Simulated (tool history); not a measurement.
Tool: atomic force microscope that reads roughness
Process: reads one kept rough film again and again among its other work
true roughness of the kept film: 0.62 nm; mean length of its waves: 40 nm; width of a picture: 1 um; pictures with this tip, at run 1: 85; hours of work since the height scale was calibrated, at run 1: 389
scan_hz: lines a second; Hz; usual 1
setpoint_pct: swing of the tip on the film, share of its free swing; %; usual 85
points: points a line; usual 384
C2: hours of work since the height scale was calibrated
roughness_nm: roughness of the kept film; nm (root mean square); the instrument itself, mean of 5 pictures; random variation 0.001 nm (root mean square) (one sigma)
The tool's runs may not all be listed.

Run 1, hour 0.0: usual settings; pictures with this tip 85; C2 389. Result: roughness_nm 0.535 nm (root mean square).
Run 2, hour 6.7: usual settings but points 937; pictures with this tip 96; C2 394. Result: roughness_nm 0.536 nm (root mean square).
Run 3, hour 15.7: usual settings; pictures with this tip 112; C2 402. Result: roughness_nm 0.532 nm (root mean square).
Run 4, hour 23.3: usual settings but points 911; pictures with this tip 126; C2 407. Result: roughness_nm 0.533 nm (root mean square).
Run 5, hour 30.3: usual settings but points 911; pictures with this tip 138; C2 413. Result: roughness_nm 0.532 nm (root mean square).
Run 6, hour 44.6: usual settings; pictures with this tip 163; C2 424. Result: roughness_nm 0.527 nm (root mean square).
Run 7, hour 53.8: usual settings but points 357; pictures with this tip 179; C2 431. Result: roughness_nm 0.527 nm (root mean square).
Run 8, hour 61.3: usual settings but points 331; pictures with this tip 192; C2 437. Result: roughness_nm 0.524 nm (root mean square).
At hour 66.2: new tip fitted.
Run 9, hour 75.8: usual settings; pictures with this tip 17; C2 448. Result: roughness_nm 0.541 nm (root mean square).

The next listed run, before its measurement:
At hour 78.3: height scale calibrated on a step standard.
Run 10, hour 85.9: usual settings but setpoint_pct 84 %; pictures with this tip 33; C2 6. Result: roughness_nm ?.

Run 10 gave roughness_nm 0.544 nm (root mean square).
Without the tool's hidden state the same run would have given roughness_nm 0.545 nm (root mean square).
